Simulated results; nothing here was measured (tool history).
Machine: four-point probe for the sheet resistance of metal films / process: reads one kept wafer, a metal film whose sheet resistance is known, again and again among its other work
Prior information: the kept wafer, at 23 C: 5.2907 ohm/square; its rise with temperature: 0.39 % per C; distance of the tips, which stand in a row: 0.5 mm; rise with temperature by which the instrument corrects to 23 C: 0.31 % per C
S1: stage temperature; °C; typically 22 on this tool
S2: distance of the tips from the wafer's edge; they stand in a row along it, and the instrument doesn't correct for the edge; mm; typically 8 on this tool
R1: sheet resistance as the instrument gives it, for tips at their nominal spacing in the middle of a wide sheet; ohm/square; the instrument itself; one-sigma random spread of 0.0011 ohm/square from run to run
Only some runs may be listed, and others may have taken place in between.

| run | day | S1 | S2 | R1 |
|---|---|---|---|---|
| 1 | 0 | 22 | 8 | 5.297402 |
| 2 | 1.746 | 22 | 8 | 5.297383 |
| 3 | 2.983 | 22 | 8 | 5.296483 |
| 4 | 4.121 | 23 | 8 | 5.301108 |
| 5 | 5.312 | 23 | 8 | 5.303566 |
| 6 | 6.217 | 23 | 8 | 5.303402 |
| 7 | 7.562 | 23 | 8 | 5.302871 |
| 8 | 8.862 | 23 | 8 | 5.302112 |
| 9 | 9.575 | 27 | 8 | 5.318038 |
| 10 | 10.471 | 27 | 8 | 5.317352 |
| 11 | 11.425 | 27 | 8 | 5.319336 |
| 12 | 12.696 | 19 | 8 | 5.284459 |
| 13 | 14.4 | 19 | 8 | 5.284755 |
| 14 | 15.15 | 19 | 8 | 5.284294 |
| 15 | 16.283 | 19 | 10 | 5.281352 |
| 16 | 17.621 | 19 | 6 | 5.292199 |
| 17 | 18.821 | 21 | 25 | 5.285088 |
| 18 | 20.412 | 21 | 25 | 5.283801 |
| 19 | 21.954 | 21 | 25 | 5.284117 |
| 20 | 22.746 | 35 | 25 | 5.341073 |
| 21 | 23.662 | 28 | 17 | 5.313618 |
| 22 | 25.021 | 29 | 64 | 5.317608 |
| 23 | 25.862 | 30 | 5 | 5.349667 |
| 24 | 27.012 | 30 | 5 | 5.349804 |
| 25 | 28.133 | 31 | 5 | 5.351529 |
| 26 | 29.896 | 27 | 22 | 5.309595 |
| 27 | 31.304 | 27 | 22 | 5.309738 |
| 28 | 32.921 | 22 | 5 | 5.314221 |
| 29 | 33.7 | 22 | 43 | 5.286797 |
| 30 | 34.45 | 34 | 9 | 5.346332 |
| 31 | 35.771 | 33 | 13 | 5.336134 |
| 32 | 37.433 | 33 | 13 | 5.337032 |

Forecast each of these 4 alternatives for the next run:
| A | 38.35 | 24 | 62 | ? |
| B | 38.35 | 30 | 16 | ? |
| C | 38.35 | 32 | 3 | ? |
| D | 38.35 | 23 | 8 | ? |

| run | R1 |
|---|---|
| A | 5.296404 |
| B | 5.323103 |
| C | 5.407284 |
| D | 5.302358 |
Had the tool no hidden state, the same runs would have come out as:
| run | R1 |
|---|---|
| A | 5.296525 |
| B | 5.323223 |
| C | 5.407407 |
| D | 5.302479 |
